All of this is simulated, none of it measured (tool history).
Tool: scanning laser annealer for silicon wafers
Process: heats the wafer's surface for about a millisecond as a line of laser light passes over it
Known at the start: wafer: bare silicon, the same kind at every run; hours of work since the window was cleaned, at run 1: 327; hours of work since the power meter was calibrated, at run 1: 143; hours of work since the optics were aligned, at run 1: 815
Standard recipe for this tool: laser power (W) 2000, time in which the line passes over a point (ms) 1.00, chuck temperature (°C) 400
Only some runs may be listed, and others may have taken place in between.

run   hour  laser power (W)  time in which the line passes over a point (ms)  chuck temperature (°C)  hours of work since the window was cleaned  hours of work since the power meter was calibrated  hours of work since the optics were aligned  highest temperature of the surface (°C)
  1    0.0             2000                                             1.00                     400                                         327                                                 143                                          815                                     1128
  2    9.0             2000                                             1.00                     400                                         331                                                 147                                          819                                     1126
  3   17.3             2000                                             1.06                     400                                         335                                                 151                                          823                                     1155
  4   26.8             2000                                             1.00                     400                                         339                                                 155                                          827                                     1127
  5   35.3             2000                                             1.00                     400                                         343                                                 159                                          831                                     1127
  6   42.5             2000                                             0.84                     400                                         346                                                 162                                          834                                     1058
  7   49.8             2000                                             0.84                     400                                         349                                                 165                                          837                                     1055
  8   56.0             2000                                             0.84                     400                                         352                                                 168                                          840                                     1053
  9   69.3             2000                                             0.84                     400                                         358                                                 174                                          845                                     1058
 10   81.6             2000                                             1.00                     400                                         363                                                 179                                          851                                     1128
 11   91.0             2000                                             1.00                     364                                         367                                                 183                                          855                                     1088
 12   98.2             2000                                             1.00                     400                                         370                                                 186                                          858                                     1122
 13  109.7             2000                                             1.00                     400                                         375                                                 191                                          863                                     1126
     113.4  -- laser's power meter calibrated
 14  120.0             2000                                             1.00                     400                                         379                                                   3                                          867                                     1124
 15  128.2             1770                                             0.86                     400                                         382                                                   7                                          870                                      971
 16  135.8             2154                                             0.78                     400                                         386                                                  10                                          873                                     1085
 17  144.3             2154                                             0.78                     400                                         389                                                  14                                          877                                     1087
 18  157.4             2154                                             0.78                     400                                         395                                                  19                                          883                                     1085
 19  169.4             1869                                             0.72                     432                                         400                                                  25                                          888                                      982
     175.4  -- laser's power meter calibrated, once more
 20  180.1             1856                                             1.00                     400                                         404                                                   2                                          892                                     1068
 21  186.2             2000                                             1.08                     439                                         406                                                   5                                          894                                     1204
 22  197.5             1899                                             0.83                     438                                         411                                                  10                                          899                                     1050
 23  206.9             1899                                             0.83                     438                                         416                                                  14                                          903                                     1050
 24  215.7             1899                                             0.83                     438                                         419                                                  18                                          907                                     1053
 25  223.0             1899                                             0.83                     438                                         423                                                  21                                          910                                     1054
 26  236.5             1904                                             1.00                     425                                         429                                                  27                                          916                                     1109

5 options for the next run, each taken on its own from the tool as it stands now. Forecast them:
  A  248.4             1904                                             1.00                     388                                         434                                                  32                                          922                                        ?
  B  248.4             1947                                             0.99                     410                                         434                                                  32                                          922                                        ?
  C  248.4             1904                                             0.98                     425                                         434                                                  32                                          922                                        ?
  D  248.4             2000                                             0.81                     399                                         434                                                  32                                          922                                        ?
  E  248.4             1921                                             1.00                     425                                         434                                                  32                                          922                                        ?

run  highest temperature of the surface (°C)
  A                                     1073
  B                                     1110
  C                                     1102
  D                                     1040
  E                                     1118
Take away the tool's hidden state, keep each run's random variation, and the runs would have read:
run  highest temperature of the surface (°C)
  A                                     1103
  B                                     1139
  C                                     1130
  D                                     1067
  E                                     1147

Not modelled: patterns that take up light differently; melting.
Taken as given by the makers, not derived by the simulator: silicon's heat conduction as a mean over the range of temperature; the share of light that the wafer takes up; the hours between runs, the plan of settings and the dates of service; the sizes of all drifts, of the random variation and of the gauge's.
